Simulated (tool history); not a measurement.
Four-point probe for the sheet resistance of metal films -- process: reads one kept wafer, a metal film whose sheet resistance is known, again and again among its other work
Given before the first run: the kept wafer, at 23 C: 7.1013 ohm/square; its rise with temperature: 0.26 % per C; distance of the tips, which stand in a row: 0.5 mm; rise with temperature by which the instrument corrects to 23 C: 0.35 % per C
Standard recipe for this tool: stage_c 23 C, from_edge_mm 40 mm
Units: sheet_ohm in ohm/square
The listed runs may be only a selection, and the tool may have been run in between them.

run 1 day=0 | stage_c=23 from_edge_mm=40 | sheet_ohm=7.152512
run 2 day=2.538 | stage_c=23 from_edge_mm=40 | sheet_ohm=7.150267
run 3 day=7.367 | stage_c=29 from_edge_mm=40 | sheet_ohm=7.117988
run 4 day=11.7 | stage_c=29 from_edge_mm=40 | sheet_ohm=7.120865
run 5 day=15.229 | stage_c=29 from_edge_mm=40 | sheet_ohm=7.120891
run 6 day=20.862 | stage_c=29 from_edge_mm=21 | sheet_ohm=7.128189
run 7 day=23.675 | stage_c=29 from_edge_mm=21 | sheet_ohm=7.131233
run 8 day=27.358 | stage_c=23 from_edge_mm=40 | sheet_ohm=7.169286
run 9 day=31.704 | stage_c=23 from_edge_mm=40 | sheet_ohm=7.171874
run 10 day=35.462 | stage_c=23 from_edge_mm=40 | sheet_ohm=7.175099
run 11 day=40.446 | stage_c=23 from_edge_mm=40 | sheet_ohm=7.178697
run 12 day=44.65 | stage_c=23 from_edge_mm=40 | sheet_ohm=7.181145
run 13 day=47.371 | stage_c=32 from_edge_mm=40 | sheet_ohm=7.123982
run 14 day=53.208 | stage_c=23 from_edge_mm=40 | sheet_ohm=7.18451
run 15 day=57.054 | stage_c=23 from_edge_mm=40 | sheet_ohm=7.187843
run 16 day=60.679 | stage_c=26 from_edge_mm=40 | sheet_ohm=7.169962
run 17 day=63.462 | stage_c=26 from_edge_mm=40 | sheet_ohm=7.173889
run 18 day=67.562 | stage_c=30 from_edge_mm=40 | sheet_ohm=7.148952
run 19 day=72.075 | stage_c=23 from_edge_mm=40 | sheet_ohm=7.196683
run 20 day=75.988 | stage_c=23 from_edge_mm=40 | sheet_ohm=7.203948
run 21 day=78.817 | stage_c=23 from_edge_mm=40 | sheet_ohm=7.201776
run 22 day=84.629 | stage_c=23 from_edge_mm=40 | sheet_ohm=7.206841
run 23 day=88.346 | stage_c=26 from_edge_mm=40 | sheet_ohm=7.192763
run 24 day=94.279 | stage_c=26 from_edge_mm=40 | sheet_ohm=7.195097
run 25 day=96.796 | stage_c=26 from_edge_mm=40 | sheet_ohm=7.195979
run 26 day=100.046 | stage_c=26 from_edge_mm=40 | sheet_ohm=7.19964
-- day=101.558 stage's thermometer calibrated
run 27 day=104.838 | stage_c=18 from_edge_mm=39 | sheet_ohm=7.242648
run 28 day=110.462 | stage_c=25 from_edge_mm=17 | sheet_ohm=7.20338
run 29 day=115.088 | stage_c=20 from_edge_mm=74 | sheet_ohm=7.235981
run 30 day=120.483 | stage_c=20 from_edge_mm=74 | sheet_ohm=7.235803
run 31 day=124.371 | stage_c=19 from_edge_mm=27 | sheet_ohm=7.249372
run 32 day=127.454 | stage_c=19 from_edge_mm=27 | sheet_ohm=7.249873
-- day=129.538 new probe head fitted
run 33 day=130.229 | stage_c=19 from_edge_mm=27 | sheet_ohm=7.127291
run 34 day=133.533 | stage_c=19 from_edge_mm=4 | sheet_ohm=7.186931
run 35 day=139.621 | stage_c=26 from_edge_mm=3 | sheet_ohm=7.19078
run 36 day=144.858 | stage_c=26 from_edge_mm=12 | sheet_ohm=7.094234
run 37 day=150.183 | stage_c=26 from_edge_mm=12 | sheet_ohm=7.09733
run 38 day=155.829 | stage_c=25 from_edge_mm=5 | sheet_ohm=7.140807
run 39 day=160.1 | stage_c=25 from_edge_mm=33 | sheet_ohm=7.106238
run 40 day=162.588 | stage_c=19 from_edge_mm=5 | sheet_ohm=7.183789
run 41 day=165.354 | stage_c=18 from_edge_mm=36 | sheet_ohm=7.15396
run 42 day=170.683 | stage_c=25 from_edge_mm=60 | sheet_ohm=7.110939
run 43 day=174.879 | stage_c=30 from_edge_mm=8 | sheet_ohm=7.095751
run 44 day=180.35 | stage_c=23 from_edge_mm=8 | sheet_ohm=7.145256

Each row is a separate what-if for the run after 44, all from the same tool condition, not one after another. Results?
run A day=185.742 | stage_c=29 from_edge_mm=40 | sheet_ohm=?
run B day=185.742 | stage_c=18 from_edge_mm=8 | sheet_ohm=?
run C day=185.742 | stage_c=23 from_edge_mm=62 | sheet_ohm=?
run D day=185.742 | stage_c=21 from_edge_mm=8 | sheet_ohm=?

run=A sheet_ohm=7.095257
run=B sheet_ohm=7.180338
run=C sheet_ohm=7.134728
run=D sheet_ohm=7.165781
Without the tool's hidden state the same runs would have given:
run=A sheet_ohm=7.062408
run=B sheet_ohm=7.146875
run=C sheet_ohm=7.101576
run=D sheet_ohm=7.132448
